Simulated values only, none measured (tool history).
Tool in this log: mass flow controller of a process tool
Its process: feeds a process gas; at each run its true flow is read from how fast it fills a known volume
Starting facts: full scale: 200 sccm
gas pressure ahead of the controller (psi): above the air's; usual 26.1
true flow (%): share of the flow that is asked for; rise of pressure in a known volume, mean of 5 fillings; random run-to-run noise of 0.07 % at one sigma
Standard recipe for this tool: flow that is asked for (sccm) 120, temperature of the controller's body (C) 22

| run | hour | flow that is asked for (sccm) | gas pressure ahead of the controller (psi) | temperature of the controller's body (C) | true flow (%) |
|---|---|---|---|---|---|
| 1 | 0.0 | 120 | 26.1 | 22 | 98.88 |
| 2 | 124.7 | 120 | 26.1 | 22 | 98.88 |
| 3 | 224.1 | 120 | 26.1 | 22 | 98.91 |
| 4 | 389.1 | 120 | 33.8 | 22 | 98.40 |
| 5 | 505.9 | 120 | 33.8 | 22 | 98.38 |
| 6 | 663.4 | 120 | 33.8 | 22 | 98.38 |
| 7 | 797.8 | 120 | 33.8 | 22 | 98.41 |
| 8 | 920.9 | 120 | 33.8 | 22 | 98.22 |
| 9 | 1009.0 | 120 | 33.8 | 22 | 98.32 |
| 10 | 1151.9 | 35 | 33.8 | 22 | 96.13 |
| 11 | 1253.3 | 35 | 33.8 | 22 | 95.97 |
| 12 | 1436.6 | 35 | 33.8 | 22 | 96.01 |
| 13 | 1550.7 | 35 | 33.8 | 22 | 95.99 |
| 14 | 1692.7 | 35 | 33.8 | 22 | 95.95 |
| 15 | 1815.5 | 27 | 26.1 | 22 | 95.56 |
| 16 | 1910.8 | 27 | 37.4 | 22 | 94.95 |
| 17 | 2059.0 | 27 | 37.4 | 22 | 94.91 |
| 18 | 2152.9 | 42 | 26.1 | 22 | 96.27 |
| 19 | 2242.1 | 42 | 26.1 | 22 | 96.48 |
| 20 | 2410.7 | 42 | 26.1 | 22 | 96.26 |
| 21 | 2577.6 | 120 | 26.1 | 28 | 97.82 |
| 22 | 2674.1 | 120 | 26.1 | 28 | 97.80 |
| 23 | 2770.3 | 120 | 26.1 | 28 | 97.85 |
| 24 | 2949.0 | 120 | 23.4 | 38 | 96.94 |
|  | 2958.1 | controller's zero set anew |
| 25 | 3051.5 | 120 | 23.4 | 38 | 96.72 |
| 26 | 3153.5 | 120 | 22.3 | 22 | 98.33 |
| 27 | 3270.6 | 90 | 26.1 | 22 | 97.56 |
| 28 | 3418.8 | 120 | 26.1 | 28 | 97.58 |
|  | 3427.4 | controller's zero set anew, once more |
| 29 | 3499.8 | 120 | 26.1 | 28 | 98.34 |
| 30 | 3601.2 | 120 | 26.1 | 28 | 98.38 |
| 31 | 3708.2 | 120 | 26.1 | 28 | 98.34 |
| 32 | 3806.7 | 120 | 23.4 | 34 | 97.90 |
| 33 | 3968.3 | 120 | 20.7 | 23 | 98.99 |
| 34 | 4084.3 | 120 | 22.6 | 25 | 98.59 |
| 35 | 4188.0 | 144 | 24.1 | 23 | 99.23 |
| 36 | 4285.4 | 144 | 24.1 | 23 | 99.11 |
| 37 | 4453.3 | 144 | 24.1 | 23 | 98.99 |
| 38 | 4570.0 | 144 | 24.1 | 23 | 99.08 |
| 39 | 4713.2 | 57 | 26.1 | 33 | 96.54 |
| 40 | 4890.3 | 98 | 26.8 | 29 | 97.55 |
| 41 | 5051.8 | 98 | 26.8 | 29 | 97.57 |
| 42 | 5137.2 | 64 | 31.3 | 28 | 96.85 |
| 43 | 5227.5 | 64 | 31.3 | 28 | 96.87 |
| 44 | 5315.4 | 120 | 35.4 | 36 | 96.71 |

How would selected steps in true flow (%) from run to run divide? Give the signed amount a tool lacking its hidden state would still show from settings, what came in and random variation, and the signed amount left for the hidden state, including any gauge scatter that is not in both of the compared results.
Hidden state at play: flow at rest that the sensor doesn't see, % of full scale; true flow over the shown one, %; drift of the gauge itself on true_pct, %.
Run 9 -> 10: flow that is asked for (sccm) 120 -> 35. true flow (%) -2.19: hidden state -1.14, all else -1.05.
Run 17 -> 18: flow that is asked for (sccm) 27 -> 42, gas pressure ahead of the controller (psi) 37.4 -> 26.1. true flow (%) +1.36: hidden state +0.84, all else +0.52.
Run 20 -> 21: flow that is asked for (sccm) 42 -> 120, temperature of the controller's body (C) 22 -> 28. true flow (%) +1.56: hidden state +1.05, all else +0.51.
Run 25 -> 26: gas pressure ahead of the controller (psi) 23.4 -> 22.3, temperature of the controller's body (C) 38 -> 22. true flow (%) +1.61: hidden state -0.01, all else +1.62.
Run 38 -> 39: flow that is asked for (sccm) 144 -> 57, gas pressure ahead of the controller (psi) 24.1 -> 26.1, temperature of the controller's body (C) 23 -> 33. true flow (%) -2.54: hidden state -0.21, all else -2.33.
